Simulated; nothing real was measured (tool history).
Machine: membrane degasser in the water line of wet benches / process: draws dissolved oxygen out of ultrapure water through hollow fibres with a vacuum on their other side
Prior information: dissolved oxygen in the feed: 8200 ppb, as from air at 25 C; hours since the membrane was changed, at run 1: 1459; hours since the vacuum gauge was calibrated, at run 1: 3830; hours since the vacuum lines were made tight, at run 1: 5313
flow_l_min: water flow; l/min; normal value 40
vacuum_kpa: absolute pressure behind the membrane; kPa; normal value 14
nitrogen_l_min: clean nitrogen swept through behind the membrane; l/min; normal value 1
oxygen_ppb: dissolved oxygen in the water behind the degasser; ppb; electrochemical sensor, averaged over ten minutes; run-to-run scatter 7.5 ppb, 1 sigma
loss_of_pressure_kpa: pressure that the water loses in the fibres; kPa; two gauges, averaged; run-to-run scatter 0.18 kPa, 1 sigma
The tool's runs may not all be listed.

run,hour,flow_l_min,vacuum_kpa,nitrogen_l_min,hours since the membrane was changed,hours since the vacuum gauge was calibrated,hours since the vacuum lines were made tight,oxygen_ppb,loss_of_pressure_kpa
1,0,40,14,1,1459,3830,5313,1085,30.83
2,90.5,40,14,1,1549,3921,5403,1100.5,30.9
3,220.4,40,14,1,1679,4051,5533,1105.7,30.57
4,425.7,47,14,1,1884,4256,5738,1287.4,36.06
5,631.8,40,14,1.05,2091,4462,5944,1091.6,31.04
6,810.7,40,26.5,1,2270,4641,6123,1822.6,30.87
7,962,40,14,1,2421,4792,6275,1110.9,30.8
8,1103.2,40,14,1,2562,4934,6416,1115.7,30.96
9,1248,40,14,0.92,2707,5078,6561,1168.5,30.76
10,1406.5,43,18.7,1.37,2865,5237,6719,1269.6,33.23
11,1519.3,43,18.7,1.37,2978,5350,6832,1256.3,33.62
12,1710.7,43,14,0.64,3169,5541,7023,1507.6,33.38
# hour 1773.4: seals of the vacuum lines changed
13,1903.2,32,13.2,0.93,3360,5732,130,889.1,24.79
14,2001.2,57,13.5,2.2,3458,5830,228,1112.3,44.88
15,2162.3,40,15.2,1.03,3619,5991,389,1199.4,31.35
16,2291.5,40,15.2,1.03,3748,6120,518,1172.3,31.18
17,2421,40,12.3,1.03,3878,6249,648,1008.9,31.39
18,2559.4,26,12.3,1.03,4016,6388,786,637.3,20.36

Per-run results on a tool with no hidden state, each run keeping its own random variation:
Unlogged tool condition in this case: membrane still open, %; true pressure behind the membrane over the reading, kPa; air that leaks in behind the membrane, l/min; drift of the gauge itself on oxygen_ppb, %; drift of the gauge itself on loss_of_pressure_kpa, %.
run,oxygen_ppb,loss_of_pressure_kpa
1,1048.6,30.44
2,1062.3,30.48
3,1065.6,30.13
4,1241.4,35.47
5,1045.3,30.47
6,1775.8,30.24
7,1059.7,30.13
8,1062.2,30.26
9,1112.2,30.01
10,1212.7,32.37
11,1198.3,32.73
12,1441.5,32.42
13,835.6,24.04
14,1044,43.49
15,1134.1,30.33
16,1106.6,30.12
17,937.7,30.29
18,587.7,19.62

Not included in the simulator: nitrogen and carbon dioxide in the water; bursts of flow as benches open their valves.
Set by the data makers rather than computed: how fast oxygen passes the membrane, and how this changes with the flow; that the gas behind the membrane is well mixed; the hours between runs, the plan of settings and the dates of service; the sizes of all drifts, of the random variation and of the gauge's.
